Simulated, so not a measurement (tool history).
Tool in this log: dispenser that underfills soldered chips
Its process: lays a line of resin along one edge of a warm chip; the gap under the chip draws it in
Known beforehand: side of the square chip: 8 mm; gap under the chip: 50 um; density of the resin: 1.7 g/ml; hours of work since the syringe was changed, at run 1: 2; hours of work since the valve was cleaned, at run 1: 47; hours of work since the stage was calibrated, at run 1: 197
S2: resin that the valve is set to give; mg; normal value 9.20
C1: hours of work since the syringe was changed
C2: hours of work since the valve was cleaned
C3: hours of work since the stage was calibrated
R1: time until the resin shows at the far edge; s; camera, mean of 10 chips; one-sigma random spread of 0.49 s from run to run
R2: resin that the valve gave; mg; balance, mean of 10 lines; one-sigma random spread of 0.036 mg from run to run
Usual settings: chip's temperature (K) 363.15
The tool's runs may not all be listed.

Run 1, hour 0.0: usual settings; C1 2; C2 47; C3 197. Result: R1 44.1 s, R2 8.94 mg.
At hour 10.7: new syringe of resin.
Run 2, hour 15.7: usual settings but S2 11.30 mg; C1 3; C2 58; C3 208. Result: R1 48.7 s, R2 10.90 mg.
At hour 23.7: new syringe of resin.
Run 3, hour 28.5: usual settings but S2 11.30 mg; C1 3; C2 66; C3 216. Result: R1 47.1 s, R2 10.82 mg.
At hour 37.2: new syringe of resin.
At hour 40.4: dispensing valve cleaned and set on the balance.
Run 4, hour 40.4: usual settings; C1 2; C2 0; C3 223. Result: R1 43.6 s, R2 9.21 mg.
At hour 52.4: new syringe of resin.
Run 5, hour 52.8: usual settings but S2 8.64 mg; C1 0; C2 8; C3 231. Result: R1 40.9 s, R2 8.58 mg.
Run 6, hour 62.3: usual settings but S2 8.64 mg; C1 7; C2 15; C3 238. Result: R1 59.3 s, R2 8.52 mg.
At hour 65.8: new syringe of resin.
Run 7, hour 71.3: usual settings; C1 4; C2 21; C3 244. Result: R1 49.2 s, R2 9.13 mg.
At hour 78.8: new syringe of resin.
Run 8, hour 86.2: usual settings; C1 5; C2 31; C3 254. Result: R1 53.2 s, R2 9.05 mg.
At hour 92.6: new syringe of resin.
Run 9, hour 94.4: usual settings but S2 11.20 mg; C1 1; C2 36; C3 259. Result: R1 42.8 s, R2 10.90 mg.
At hour 106.3: new syringe of resin.
Run 10, hour 109.1: usual settings; C1 2; C2 46; C3 269. Result: R1 43.6 s, R2 8.94 mg.
At hour 120.5: new syringe of resin.
Run 11, hour 121.3: usual settings; C1 1; C2 54; C3 277. Result: R1 41.3 s, R2 8.91 mg.
At hour 133.6: new syringe of resin.
Run 12, hour 136.6: usual settings; C1 2; C2 64; C3 287. Result: R1 46.7 s, R2 8.87 mg.
At hour 146.6: new syringe of resin.
Run 13, hour 149.6: usual settings but chip's temperature (K) 359.15, S2 10.79 mg; C1 2; C2 73; C3 296. Result: R1 52.3 s, R2 10.26 mg.
At hour 152.1: dispensing valve cleaned and set on the balance.
At hour 160.7: new syringe of resin.
Run 14, hour 166.6: usual settings but chip's temperature (K) 359.15, S2 10.79 mg; C1 4; C2 10; C3 307. Result: R1 58.2 s, R2 10.70 mg.
At hour 174.0: new syringe of resin.
Run 15, hour 175.1: usual settings but chip's temperature (K) 359.15, S2 10.79 mg; C1 1; C2 15; C3 312. Result: R1 50.1 s, R2 10.63 mg.
Run 16, hour 181.8: usual settings but chip's temperature (K) 359.15, S2 10.79 mg; C1 5; C2 20; C3 317. Result: R1 65.7 s, R2 10.74 mg.
At hour 187.8: new syringe of resin.
Run 17, hour 193.1: usual settings but S2 11.01 mg; C1 4; C2 27; C3 324. Result: R1 49.8 s, R2 10.86 mg.
At hour 201.0: new syringe of resin.
Run 18, hour 201.0: usual settings but chip's temperature (K) 365.15, S2 11.01 mg; C1 0; C2 32; C3 329. Result: R1 36.3 s, R2 10.74 mg.
At hour 214.7: new syringe of resin.
Run 19, hour 215.6: usual settings but chip's temperature (K) 353.15, S2 8.26 mg; C1 1; C2 42; C3 339. Result: R1 69.1 s, R2 7.99 mg.

What will run 20 give?
Run 20, hour 226.4: usual settings but chip's temperature (K) 348.15, S2 11.25 mg; C1 8; C2 50; C3 347. Result: R1 ?, R2 ?.

{"run 20": {"R1": 131.4, "R2": 10.95}}
On a tool with no hidden condition, and with the same random variation, this run would have come out at R1 80.2 s, R2 11.30 mg.
